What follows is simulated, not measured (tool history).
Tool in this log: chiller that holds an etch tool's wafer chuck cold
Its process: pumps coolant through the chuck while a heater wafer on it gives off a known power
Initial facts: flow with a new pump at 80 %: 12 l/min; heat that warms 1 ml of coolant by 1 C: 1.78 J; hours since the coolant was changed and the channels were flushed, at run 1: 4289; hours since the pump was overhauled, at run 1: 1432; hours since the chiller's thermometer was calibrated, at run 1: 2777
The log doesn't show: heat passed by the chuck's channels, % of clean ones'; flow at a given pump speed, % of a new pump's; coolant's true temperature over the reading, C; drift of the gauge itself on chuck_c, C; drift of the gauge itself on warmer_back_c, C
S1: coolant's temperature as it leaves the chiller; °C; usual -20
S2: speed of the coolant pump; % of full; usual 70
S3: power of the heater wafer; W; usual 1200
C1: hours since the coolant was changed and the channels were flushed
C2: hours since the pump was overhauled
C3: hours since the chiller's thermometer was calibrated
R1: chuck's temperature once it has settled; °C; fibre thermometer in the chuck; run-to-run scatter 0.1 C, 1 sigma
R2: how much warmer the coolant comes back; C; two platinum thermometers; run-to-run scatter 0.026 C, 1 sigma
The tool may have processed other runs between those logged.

run 1 hour=0 | S1=-20 S2=70 S3=1200 | C1=4289 C2=1432 C3=2777 | R1=-3.3 R2=3.89
run 2 hour=30.4 | S1=-20 S2=70 S3=1200 | C1=4319 C2=1462 C3=2808 | R1=-3.4 R2=3.86
run 3 hour=60.6 | S1=-11 S2=70 S3=1200 | C1=4349 C2=1492 C3=2838 | R1=5.6 R2=3.9
run 4 hour=82.4 | S1=-11 S2=70 S3=1200 | C1=4371 C2=1514 C3=2860 | R1=5.7 R2=3.91
run 5 hour=105.1 | S1=-11 S2=70 S3=1200 | C1=4394 C2=1537 C3=2882 | R1=5.7 R2=3.92
run 6 hour=136 | S1=-20 S2=84 S3=1200 | C1=4425 C2=1568 C3=2913 | R1=-4.9 R2=3.23
run 7 hour=175.2 | S1=-20 S2=84 S3=1200 | C1=4464 C2=1607 C3=2952 | R1=-5 R2=3.25
run 8 hour=200.1 | S1=-22 S2=89 S3=1658 | C1=4489 C2=1632 C3=2977 | R1=-1.7 R2=4.28
run 9 hour=227.2 | S1=-15 S2=93 S3=673 | C1=4516 C2=1659 C3=3004 | R1=-6.9 R2=1.63
run 10 hour=244.3 | S1=-19 S2=72 S3=615 | C1=4533 C2=1676 C3=3021 | R1=-10.4 R2=1.93
run 11 hour=279.1 | S1=-19 S2=72 S3=615 | C1=4568 C2=1711 C3=3056 | R1=-10.6 R2=1.95
run 12 hour=306.9 | S1=-16 S2=64 S3=1007 | C1=4596 C2=1739 C3=3084 | R1=-1.3 R2=3.63
run 13 hour=341.4 | S1=-25 S2=79 S3=1472 | C1=4630 C2=1773 C3=3119 | R1=-6 R2=4.28
run 14 hour=370 | S1=-24 S2=99 S3=1209 | C1=4659 C2=1802 C3=3147 | R1=-9.6 R2=2.84

Consider 4 possible next runs. They are alternatives, not a sequence: every one starts from the tool as it was left by run 14. What does each give?
run A hour=403.5 | S1=-27 S2=93 S3=1200 | C1=4692 C2=1835 C3=3181 | R1=? R2=?
run B hour=403.5 | S1=-12 S2=97 S3=738 | C1=4692 C2=1835 C3=3181 | R1=? R2=?
run C hour=403.5 | S1=-20 S2=60 S3=1542 | C1=4692 C2=1835 C3=3181 | R1=? R2=?
run D hour=403.5 | S1=-10 S2=84 S3=796 | C1=4692 C2=1835 C3=3181 | R1=? R2=?

run=A R1=-12.6 R2=3
run=B R1=-3.1 R2=1.77
run=C R1=3.3 R2=5.91
run=D R1=0.1 R2=2.15
Stripped of hidden state, with their random variation kept, the same runs would have yielded:
run=A R1=-14.7 R2=2.93
run=B R1=-4.6 R2=1.74
run=C R1=0.2 R2=5.78
run=D R1=-1.5 R2=2.11

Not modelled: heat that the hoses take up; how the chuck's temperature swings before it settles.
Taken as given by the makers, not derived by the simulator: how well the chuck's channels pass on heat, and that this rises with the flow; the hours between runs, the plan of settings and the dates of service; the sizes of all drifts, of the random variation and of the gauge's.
